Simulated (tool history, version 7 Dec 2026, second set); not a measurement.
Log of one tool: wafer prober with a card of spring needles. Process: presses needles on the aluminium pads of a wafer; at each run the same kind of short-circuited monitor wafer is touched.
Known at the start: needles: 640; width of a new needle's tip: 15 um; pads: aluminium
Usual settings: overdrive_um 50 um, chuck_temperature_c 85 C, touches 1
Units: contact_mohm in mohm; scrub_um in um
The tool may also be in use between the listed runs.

run,hour,overdrive_um,chuck_temperature_c,touches,contact_mohm,scrub_um
1,0.0,50,85,1,198,10.21
# hour 8.5: tips cleaned on abrasive film
2,9.8,50,85,1,167,10.18
3,19.3,50,85,1,247,10.17
# hour 20.9: tips cleaned on abrasive film
4,29.7,64,85,1,195,13.08
# hour 34.0: tips cleaned on abrasive film
5,39.5,50,85,2,184,10.16
# hour 46.4: tips cleaned on abrasive film
6,47.8,50,85,1,165,10.11
# hour 55.7: height of the first contact set anew
7,56.9,50,85,1,234,10.45
# hour 59.2: tips cleaned on abrasive film
8,64.4,50,85,1,204,10.45
# hour 71.7: tips cleaned on abrasive film
9,74.6,61,85,1,167,12.76
# hour 84.9: tips cleaned on abrasive film
10,86.0,61,85,1,145,12.71
# hour 97.4: tips cleaned on abrasive film
11,97.4,61,85,1,143,12.72
12,106.3,61,85,1,206,12.71
# hour 110.3: tips cleaned on abrasive film
13,121.7,61,85,1,214,12.65
# hour 122.8: tips cleaned on abrasive film
14,128.9,61,85,1,187,12.69
# hour 135.3: tips cleaned on abrasive film
15,138.4,61,85,1,171,12.62
# hour 147.6: tips cleaned on abrasive film
16,150.8,50,85,1,186,10.31
# hour 160.0: tips cleaned on abrasive film
17,160.3,50,85,1,151,10.36
# hour 172.9: tips cleaned on abrasive film
18,172.9,34,85,1,160,6.95
19,184.3,36,81,1,354,7.37
# hour 185.1: tips cleaned on abrasive film
20,193.2,30,81,1,383,6.12
# hour 197.6: tips cleaned on abrasive film
21,201.2,30,81,1,290,6.11
# hour 209.7: tips cleaned on abrasive film
22,214.5,32,49,2,240,6.50
# hour 221.8: tips cleaned on abrasive film
23,225.3,35,63,2,207,7.13
# hour 234.3: tips cleaned on abrasive film
24,240.7,35,63,2,242,7.14
# hour 246.5: tips cleaned on abrasive film
25,252.0,31,42,2,257,6.25
# hour 259.5: tips cleaned on abrasive film
26,261.2,31,40,1,237,6.22
# hour 272.1: tips cleaned on abrasive film
27,276.3,31,40,1,309,6.21
# hour 285.3: tips cleaned on abrasive film
28,285.6,46,85,3,145,9.40
29,294.6,46,85,3,184,9.37
# hour 298.0: tips cleaned on abrasive film
30,306.8,44,81,1,266,8.86
# hour 310.2: tips cleaned on abrasive film
31,314.5,44,81,1,218,8.88
# hour 323.0: tips cleaned on abrasive film
32,323.0,39,81,2,159,7.86
# hour 329.3: height of the first contact set anew
# hour 335.8: tips cleaned on abrasive film
33,337.7,39,81,2,180,8.15

Measured less the same run without the tool's hidden state. The same run-to-run variation is in both; the gauge's scatter may not be:
The hidden state here: debris on the tips, nm; way that the needles fall short of the set height, um; tips' diameter, um; drift of the gauge itself on contact_mohm, %; drift of the gauge itself on scrub_um, %.
run,contact_mohm,scrub_um
1,+59,-0.26
2,+26,-0.27
3,+108,-0.27
4,+61,-0.28
5,+43,-0.30
6,+26,-0.30
7,+98,+0.00
8,+66,-0.02
9,+32,-0.03
10,+13,-0.04
11,+7,-0.06
12,+71,-0.07
13,+77,-0.08
14,+53,-0.10
15,+34,-0.12
16,+47,-0.12
17,+12,-0.13
18,+12,-0.15
19,+203,-0.15
20,+229,-0.16
21,+139,-0.18
22,+96,-0.19
23,+61,-0.20
24,+99,-0.21
25,+116,-0.24
26,+92,-0.25
27,+165,-0.27
28,+7,-0.28
29,+44,-0.28
30,+125,-0.29
31,+75,-0.30
32,+11,-0.31
33,+33,-0.01

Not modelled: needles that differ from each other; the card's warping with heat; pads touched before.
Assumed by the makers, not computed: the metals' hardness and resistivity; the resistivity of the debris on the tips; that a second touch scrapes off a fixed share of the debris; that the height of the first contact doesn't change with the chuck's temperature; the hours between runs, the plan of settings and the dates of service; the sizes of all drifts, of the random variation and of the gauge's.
